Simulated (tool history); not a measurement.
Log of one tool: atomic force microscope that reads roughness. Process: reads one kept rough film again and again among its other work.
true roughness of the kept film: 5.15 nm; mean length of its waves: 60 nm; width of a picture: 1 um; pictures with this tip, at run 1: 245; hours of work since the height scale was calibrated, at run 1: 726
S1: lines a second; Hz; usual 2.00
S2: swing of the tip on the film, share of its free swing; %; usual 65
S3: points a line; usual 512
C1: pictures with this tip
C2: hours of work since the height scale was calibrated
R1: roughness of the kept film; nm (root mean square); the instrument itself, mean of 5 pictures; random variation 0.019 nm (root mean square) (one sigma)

run   hour    S1  S2   S3   C1   C2     R1
  1    0.0  2.00  65  512  245  726  4.242
  2   15.8  2.00  65  512  284  738  4.192
  3   35.4  2.00  65  512  333  754  4.147
      59.4  -- new tip fitted
  4   73.0  2.00  65  512   34  783  4.653
  5   90.1  2.00  65  669   77  797  4.569
  6  106.9  2.00  65  295  119  810  4.496
  7  143.2  2.00  65  295  209  839  4.367
  8  168.4  1.95  65  474  272  859  4.293
  9  192.3  2.61  80  512  332  878  3.887
     217.6  -- new tip fitted
 10  221.3  2.00  69  512    9  901  4.647
 11  254.5  2.32  82  431   92  928  4.186
 12  272.6  2.32  82  431  137  942  4.102
 13  291.9  2.29  55  566  186  957  4.457
 14  311.7  2.29  55  566  235  973  4.408

Forecast each of these 4 alternatives for the next run:
  A  340.7  2.29  55  283  308  996   ?
  B  340.7  2.00  80  512  308  996   ?
  C  340.7  0.74  68  420  308  996   ?
  D  340.7  2.00  61  512  308  996   ?

run     R1
  A  4.265
  B  3.999
  C  4.286
  D  4.257
Without the tool's hidden state the same runs would have given:
run     R1
  A  4.818
  B  4.518
  C  4.843
  D  4.810
